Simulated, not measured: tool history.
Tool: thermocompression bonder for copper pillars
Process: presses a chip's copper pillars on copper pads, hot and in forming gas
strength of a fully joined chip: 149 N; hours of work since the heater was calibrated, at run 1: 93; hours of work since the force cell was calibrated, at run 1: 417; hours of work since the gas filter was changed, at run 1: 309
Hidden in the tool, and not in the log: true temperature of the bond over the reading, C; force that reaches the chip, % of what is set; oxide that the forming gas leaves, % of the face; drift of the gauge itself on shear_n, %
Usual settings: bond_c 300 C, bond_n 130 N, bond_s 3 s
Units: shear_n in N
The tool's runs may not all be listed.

| run | hour | bond_c | bond_n | bond_s | hours of work since the heater was calibrated | hours of work since the force cell was calibrated | hours of work since the gas filter was changed | shear_n |
|---|---|---|---|---|---|---|---|---|
| 1 | 0.0 | 300 | 130 | 3 | 93 | 417 | 309 | 77.4 |
|  | 7.0 | forming gas filter changed |
| 2 | 17.8 | 300 | 130 | 3 | 107 | 431 | 9 | 77.9 |
| 3 | 34.6 | 300 | 130 | 3 | 121 | 444 | 22 | 77.8 |
| 4 | 44.2 | 300 | 130 | 3 | 128 | 452 | 30 | 78.2 |
| 5 | 64.1 | 300 | 130 | 3 | 144 | 468 | 46 | 77.8 |
| 6 | 80.3 | 300 | 130 | 3 | 157 | 481 | 58 | 78.1 |
| 7 | 90.7 | 300 | 130 | 3 | 165 | 489 | 67 | 78.1 |
| 8 | 103.3 | 300 | 130 | 3 | 175 | 499 | 77 | 77.8 |
| 9 | 123.3 | 300 | 130 | 3 | 191 | 515 | 93 | 78.8 |
| 10 | 135.9 | 300 | 130 | 3 | 201 | 525 | 103 | 78.6 |
| 11 | 145.0 | 300 | 130 | 5 | 208 | 532 | 110 | 92.1 |
| 12 | 160.3 | 300 | 130 | 5 | 221 | 544 | 122 | 92.3 |
| 13 | 170.9 | 300 | 130 | 5 | 229 | 553 | 131 | 92.4 |
| 14 | 185.7 | 313 | 130 | 3 | 241 | 565 | 142 | 87.8 |
| 15 | 205.2 | 292 | 86 | 8 | 256 | 580 | 158 | 81.4 |
| 16 | 221.1 | 316 | 176 | 2 | 269 | 593 | 171 | 92.6 |
| 17 | 236.0 | 322 | 172 | 5 | 281 | 605 | 182 | 120.2 |
| 18 | 256.3 | 322 | 172 | 5 | 297 | 621 | 199 | 120.5 |
| 19 | 271.4 | 322 | 172 | 5 | 309 | 633 | 211 | 120.9 |
| 20 | 286.0 | 322 | 172 | 5 | 321 | 644 | 222 | 120.0 |
|  | 290.9 | gauge calibrated |
| 21 | 302.6 | 296 | 94 | 3 | 334 | 658 | 235 | 61.6 |
| 22 | 314.0 | 296 | 113 | 2 | 343 | 667 | 245 | 59.2 |

Forecast run 23:
| 23 | 334.3 | 296 | 113 | 2 | 359 | 683 | 261 | ? |

{"run 23": {"shear_n": 59.6}}
Without the tool's hidden state the same run would have given shear_n 59.6 N.

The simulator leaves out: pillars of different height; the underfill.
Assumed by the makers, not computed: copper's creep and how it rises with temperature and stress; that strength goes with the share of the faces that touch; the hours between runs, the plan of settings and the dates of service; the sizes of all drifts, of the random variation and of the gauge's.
